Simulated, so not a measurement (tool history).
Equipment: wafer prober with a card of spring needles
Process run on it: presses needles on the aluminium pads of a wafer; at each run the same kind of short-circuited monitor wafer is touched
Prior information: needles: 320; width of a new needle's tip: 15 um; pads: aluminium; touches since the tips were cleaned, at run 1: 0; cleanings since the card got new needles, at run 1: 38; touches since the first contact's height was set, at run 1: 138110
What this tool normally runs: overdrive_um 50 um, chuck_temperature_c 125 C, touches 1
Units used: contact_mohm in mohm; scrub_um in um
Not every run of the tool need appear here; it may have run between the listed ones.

| run | hour | overdrive_um | chuck_temperature_c | touches | touches since the tips were cleaned | cleanings since the card got new needles | touches since the first contact's height was set | contact_mohm | scrub_um |
|---|---|---|---|---|---|---|---|---|---|
| 1 | 0.0 | 50 | 125 | 1 | 0 | 38 | 138110 | 124 | 11.80 |
|  | 28.7 | tips cleaned on abrasive film |
|  | 62.2 | tips cleaned on abrasive film |
| 2 | 87.7 | 50 | 125 | 1 | 5998 | 40 | 158695 | 126 | 11.88 |
|  | 94.9 | tips cleaned on abrasive film |
|  | 123.7 | tips cleaned on abrasive film |
|  | 124.0 | height of the first contact set anew |
|  | 158.2 | tips cleaned on abrasive film |
| 3 | 177.1 | 50 | 125 | 1 | 4435 | 43 | 12471 | 124 | 11.86 |
|  | 187.8 | tips cleaned on abrasive film |
|  | 219.1 | tips cleaned on abrasive film |
|  | 247.4 | tips cleaned on abrasive film |
| 4 | 260.7 | 50 | 37 | 1 | 3125 | 46 | 32074 | 112 | 11.82 |
|  | 281.9 | tips cleaned on abrasive film |
|  | 310.4 | tips cleaned on abrasive film |
|  | 339.5 | tips cleaned on abrasive film |
| 5 | 339.5 | 50 | 37 | 1 | 0 | 49 | 50523 | 114 | 11.84 |
|  | 368.1 | tips cleaned on abrasive film |
|  | 403.1 | tips cleaned on abrasive film |
| 6 | 411.2 | 50 | 37 | 1 | 1908 | 51 | 67362 | 112 | 11.83 |
|  | 438.3 | tips cleaned on abrasive film |
|  | 470.1 | tips cleaned on abrasive film |
| 7 | 494.1 | 50 | 125 | 1 | 5643 | 53 | 86799 | 125 | 11.79 |
|  | 500.7 | tips cleaned on abrasive film |
|  | 529.5 | tips cleaned on abrasive film |
|  | 560.5 | tips cleaned on abrasive film |
| 8 | 587.5 | 50 | 125 | 2 | 6343 | 56 | 108703 | 125 | 11.86 |
|  | 594.6 | tips cleaned on abrasive film |
|  | 624.5 | tips cleaned on abrasive film |
|  | 653.3 | tips cleaned on abrasive film |
| 9 | 653.4 | 50 | 125 | 2 | 9 | 59 | 124128 | 124 | 11.89 |
|  | 684.7 | tips cleaned on abrasive film |
|  | 717.1 | tips cleaned on abrasive film |
| 10 | 743.1 | 50 | 125 | 2 | 6123 | 61 | 145191 | 126 | 11.87 |
|  | 748.6 | tips cleaned on abrasive film |
|  | 782.4 | tips cleaned on abrasive film |
| 11 | 782.4 | 50 | 125 | 2 | 0 | 63 | 154399 | 126 | 11.81 |
|  | 811.9 | tips cleaned on abrasive film |
|  | 835.2 | height of the first contact set anew |
|  | 845.6 | tips cleaned on abrasive film |
| 12 | 863.7 | 50 | 125 | 2 | 4266 | 65 | 6677 | 124 | 11.86 |
|  | 874.2 | tips cleaned on abrasive film |
|  | 904.2 | tips cleaned on abrasive film |
| 13 | 919.7 | 50 | 125 | 1 | 3639 | 67 | 19796 | 127 | 11.88 |
|  | 934.0 | tips cleaned on abrasive film |
|  | 964.9 | tips cleaned on abrasive film |
| 14 | 964.9 | 50 | 125 | 1 | 0 | 69 | 30390 | 128 | 11.80 |
|  | 995.8 | tips cleaned on abrasive film |
| 15 | 1022.3 | 50 | 125 | 1 | 6241 | 70 | 43866 | 129 | 11.81 |
|  | 1029.3 | tips cleaned on abrasive film |
|  | 1064.5 | tips cleaned on abrasive film |
| 16 | 1087.3 | 50 | 125 | 2 | 5375 | 72 | 59118 | 125 | 11.86 |
|  | 1096.0 | tips cleaned on abrasive film |
|  | 1129.5 | tips cleaned on abrasive film |
|  | 1160.3 | tips cleaned on abrasive film |
| 17 | 1164.0 | 43 | 125 | 2 | 887 | 75 | 77096 | 128 | 10.16 |
|  | 1190.3 | tips cleaned on abrasive film |
|  | 1221.0 | tips cleaned on abrasive film |
| 18 | 1249.2 | 65 | 86 | 1 | 6645 | 77 | 97083 | 115 | 15.34 |
|  | 1256.4 | tips cleaned on abrasive film |
|  | 1285.4 | tips cleaned on abrasive film |
|  | 1315.2 | tips cleaned on abrasive film |
| 19 | 1315.2 | 65 | 57 | 1 | 0 | 80 | 112525 | 110 | 15.35 |
|  | 1348.4 | tips cleaned on abrasive film |
|  | 1378.4 | tips cleaned on abrasive film |
| 20 | 1378.4 | 65 | 57 | 2 | 0 | 82 | 127362 | 111 | 15.28 |
|  | 1406.9 | tips cleaned on abrasive film |
|  | 1441.6 | tips cleaned on abrasive film |
| 21 | 1448.2 | 36 | 82 | 2 | 1557 | 84 | 143735 | 129 | 8.47 |
|  | 1475.0 | tips cleaned on abrasive film |
| 22 | 1492.9 | 36 | 35 | 2 | 4213 | 85 | 154223 | 120 | 8.54 |
|  | 1506.6 | tips cleaned on abrasive film |
|  | 1540.1 | tips cleaned on abrasive film |
|  | 1545.7 | height of the first contact set anew |
| 23 | 1551.3 | 49 | 37 | 3 | 2549 | 87 | 1309 | 114 | 11.56 |
|  | 1572.5 | tips cleaned on abrasive film |
|  | 1603.5 | tips cleaned on abrasive film |
| 24 | 1609.2 | 55 | 30 | 2 | 1341 | 89 | 14902 | 110 | 12.91 |
|  | 1638.7 | tips cleaned on abrasive film |
|  | 1671.3 | tips cleaned on abrasive film |
| 25 | 1671.3 | 52 | 29 | 1 | 0 | 91 | 29458 | 112 | 12.27 |
|  | 1700.2 | tips cleaned on abrasive film |
|  | 1732.4 | tips cleaned on abrasive film |
| 26 | 1751.0 | 52 | 29 | 2 | 4377 | 93 | 48149 | 111 | 12.32 |
|  | 1763.7 | tips cleaned on abrasive film |
|  | 1797.1 | tips cleaned on abrasive film |
|  | 1828.4 | tips cleaned on abrasive film |
| 27 | 1830.8 | 42 | 84 | 2 | 568 | 96 | 66862 | 128 | 9.85 |
|  | 1859.0 | tips cleaned on abrasive film |
|  | 1894.1 | tips cleaned on abrasive film |
| 28 | 1920.1 | 45 | 100 | 1 | 6121 | 98 | 87814 | 124 | 10.64 |
|  | 1925.1 | tips cleaned on abrasive film |
|  | 1960.1 | tips cleaned on abrasive film |
|  | 1990.9 | tips cleaned on abrasive film |
| 29 | 1990.9 | 50 | 49 | 2 | 4 | 101 | 104394 | 113 | 11.78 |
|  | 2019.8 | tips cleaned on abrasive film |
|  | 2051.8 | tips cleaned on abrasive film |
|  | 2080.8 | tips cleaned on abrasive film |
| 30 | 2083.9 | 50 | 109 | 1 | 731 | 104 | 126198 | 123 | 11.76 |

Here are 3 independent what-if runs from the current tool condition. What would each one return?
|  | 2110.9 | tips cleaned on abrasive film |
|  | 2143.6 | tips cleaned on abrasive film |
| A | 2159.4 | 44 | 64 | 2 | 3716 | 106 | 143928 | ? | ? |
|  | 2110.9 | tips cleaned on abrasive film |
|  | 2143.6 | tips cleaned on abrasive film |
| B | 2159.4 | 43 | 41 | 2 | 3716 | 106 | 143928 | ? | ? |
|  | 2110.9 | tips cleaned on abrasive film |
|  | 2143.6 | tips cleaned on abrasive film |
| C | 2159.4 | 41 | 110 | 1 | 3716 | 106 | 143928 | ? | ? |

| run | contact_mohm | scrub_um |
|---|---|---|
| A | 118 | 10.35 |
| B | 118 | 10.17 |
| C | 127 | 9.70 |
Stripped of hidden state, with their random variation kept, the same runs would have yielded:
| run | contact_mohm | scrub_um |
|---|---|---|
| A | 117 | 10.35 |
| B | 117 | 10.17 |
| C | 127 | 9.70 |
